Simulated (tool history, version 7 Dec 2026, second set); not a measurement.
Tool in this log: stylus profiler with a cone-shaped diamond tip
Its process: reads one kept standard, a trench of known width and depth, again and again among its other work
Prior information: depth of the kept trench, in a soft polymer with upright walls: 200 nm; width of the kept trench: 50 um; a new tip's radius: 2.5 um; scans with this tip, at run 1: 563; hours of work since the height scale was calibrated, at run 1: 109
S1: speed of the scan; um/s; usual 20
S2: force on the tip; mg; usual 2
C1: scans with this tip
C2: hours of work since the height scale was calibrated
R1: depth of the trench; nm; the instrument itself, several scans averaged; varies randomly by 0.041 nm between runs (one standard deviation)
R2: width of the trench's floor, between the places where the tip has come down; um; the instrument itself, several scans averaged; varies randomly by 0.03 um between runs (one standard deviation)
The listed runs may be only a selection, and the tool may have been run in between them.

{"run": 1, "hour": 0.0, "S1": 20, "S2": 2, "C1": 563, "C2": 109, "R1": 201.38, "R2": 47.86}
{"run": 2, "hour": 40.7, "S1": 20, "S2": 2.91, "C1": 656, "C2": 127, "R1": 201.78, "R2": 47.87}
{"run": 3, "hour": 82.1, "S1": 20, "S2": 2, "C1": 752, "C2": 146, "R1": 201.47, "R2": 47.88}
{"run": 4, "hour": 112.5, "S1": 19, "S2": 2, "C1": 821, "C2": 159, "R1": 201.38, "R2": 47.88}
{"run": 5, "hour": 132.3, "S1": 19, "S2": 2, "C1": 867, "C2": 168, "R1": 201.39, "R2": 47.92}
{"run": 6, "hour": 155.1, "S1": 20, "S2": 2, "C1": 919, "C2": 178, "R1": 201.51, "R2": 47.87}
{"run": 7, "hour": 188.0, "S1": 20, "S2": 2, "C1": 995, "C2": 193, "R1": 201.41, "R2": 47.86}
{"run": 8, "hour": 214.0, "S1": 20, "S2": 0.69, "C1": 1055, "C2": 205, "R1": 200.78, "R2": 47.82}
{"run": 9, "hour": 241.0, "S1": 20, "S2": 0.69, "C1": 1117, "C2": 217, "R1": 200.79, "R2": 47.78}
{"run": 10, "hour": 278.8, "S1": 20, "S2": 1.99, "C1": 1204, "C2": 234, "R1": 201.41, "R2": 47.89}
{"run": 11, "hour": 302.1, "S1": 20, "S2": 1.99, "C1": 1257, "C2": 244, "R1": 201.47, "R2": 47.91}
{"run": 12, "hour": 319.2, "S1": 44, "S2": 2, "C1": 1296, "C2": 252, "R1": 201.51, "R2": 47.81}
{"hour": 322.6, "done": "height scale calibrated on a step standard"}
{"run": 13, "hour": 353.6, "S1": 44, "S2": 2, "C1": 1374, "C2": 14, "R1": 201.52, "R2": 47.78}
{"run": 14, "hour": 374.6, "S1": 20, "S2": 2.41, "C1": 1423, "C2": 23, "R1": 201.65, "R2": 47.87}
{"run": 15, "hour": 414.3, "S1": 20, "S2": 2.41, "C1": 1514, "C2": 41, "R1": 201.73, "R2": 47.88}
{"run": 16, "hour": 446.7, "S1": 18, "S2": 2.41, "C1": 1588, "C2": 55, "R1": 201.73, "R2": 47.82}
{"run": 17, "hour": 474.7, "S1": 18, "S2": 2.41, "C1": 1653, "C2": 68, "R1": 201.78, "R2": 47.87}
{"hour": 492.4, "done": "height scale calibrated on a step standard, once more"}
{"run": 18, "hour": 514.2, "S1": 18, "S2": 2.41, "C1": 1742, "C2": 10, "R1": 201.58, "R2": 47.86}
{"run": 19, "hour": 551.1, "S1": 14, "S2": 0.87, "C1": 1827, "C2": 26, "R1": 200.82, "R2": 47.78}
{"run": 20, "hour": 569.4, "S1": 39, "S2": 3.01, "C1": 1869, "C2": 34, "R1": 201.76, "R2": 47.82}
{"run": 21, "hour": 610.0, "S1": 53, "S2": 1.37, "C1": 1962, "C2": 52, "R1": 201.1, "R2": 47.67}
{"run": 22, "hour": 641.6, "S1": 53, "S2": 1.37, "C1": 2035, "C2": 67, "R1": 201.06, "R2": 47.68}
{"run": 23, "hour": 682.9, "S1": 43, "S2": 0.78, "C1": 2130, "C2": 85, "R1": 200.76, "R2": 47.65}
{"run": 24, "hour": 716.2, "S1": 18, "S2": 2.65, "C1": 2206, "C2": 100, "R1": 201.68, "R2": 47.81}
{"run": 25, "hour": 754.1, "S1": 18, "S2": 2.65, "C1": 2293, "C2": 117, "R1": 201.66, "R2": 47.83}
{"run": 26, "hour": 774.2, "S1": 41, "S2": 2.57, "C1": 2340, "C2": 126, "R1": 201.66, "R2": 47.74}
{"run": 27, "hour": 795.5, "S1": 41, "S2": 2.57, "C1": 2389, "C2": 135, "R1": 201.63, "R2": 47.76}
{"run": 28, "hour": 831.1, "S1": 41, "S2": 2.57, "C1": 2470, "C2": 151, "R1": 201.79, "R2": 47.75}
{"run": 29, "hour": 860.2, "S1": 6, "S2": 5.06, "C1": 2537, "C2": 164, "R1": 202.6, "R2": 47.87}
{"run": 30, "hour": 899.6, "S1": 6, "S2": 5.06, "C1": 2628, "C2": 182, "R1": 202.51, "R2": 47.84}
{"run": 31, "hour": 921.6, "S1": 14, "S2": 1.28, "C1": 2678, "C2": 192, "R1": 201.13, "R2": 47.81}
{"run": 32, "hour": 949.9, "S1": 7, "S2": 3.68, "C1": 2743, "C2": 204, "R1": 202.19, "R2": 47.79}
{"run": 33, "hour": 991.4, "S1": 13, "S2": 2.28, "C1": 2839, "C2": 223, "R1": 201.68, "R2": 47.81}
{"run": 34, "hour": 1016.9, "S1": 7, "S2": 2.28, "C1": 2897, "C2": 234, "R1": 201.65, "R2": 47.78}
{"run": 35, "hour": 1038.3, "S1": 40, "S2": 0.69, "C1": 2947, "C2": 244, "R1": 200.76, "R2": 47.62}
{"run": 36, "hour": 1073.8, "S1": 40, "S2": 2.98, "C1": 3028, "C2": 259, "R1": 201.87, "R2": 47.68}

Per-run results on a tool with no hidden state, each run keeping its own random variation:
Hidden state present: radius of the tip, um; height scale over the true one, %; drift of the gauge itself on depth_nm, %; drift of the gauge itself on floor_um, %.
run=1 R1=201.32 R2=47.92
run=2 R1=201.72 R2=47.94
run=3 R1=201.39 R2=47.96
run=4 R1=201.29 R2=47.96
run=5 R1=201.3 R2=48
run=6 R1=201.41 R2=47.96
run=7 R1=201.3 R2=47.95
run=8 R1=200.66 R2=47.92
run=9 R1=200.66 R2=47.88
run=10 R1=201.27 R2=48
run=11 R1=201.32 R2=48.02
run=12 R1=201.36 R2=47.92
run=13 R1=201.33 R2=47.9
run=14 R1=201.46 R2=47.99
run=15 R1=201.53 R2=48
run=16 R1=201.52 R2=47.95
run=17 R1=201.56 R2=48
run=18 R1=201.56 R2=48
run=19 R1=200.8 R2=47.92
run=20 R1=201.73 R2=47.97
run=21 R1=201.06 R2=47.82
run=22 R1=201.01 R2=47.83
run=23 R1=200.69 R2=47.81
run=24 R1=201.6 R2=47.97
run=25 R1=201.58 R2=48
run=26 R1=201.57 R2=47.91
run=27 R1=201.54 R2=47.94
run=28 R1=201.69 R2=47.93
run=29 R1=202.48 R2=48.05
run=30 R1=202.38 R2=48.03
run=31 R1=200.99 R2=48
run=32 R1=202.04 R2=47.99
run=33 R1=201.53 R2=48.01
run=34 R1=201.48 R2=47.98
run=35 R1=200.59 R2=47.82
run=36 R1=201.69 R2=47.89
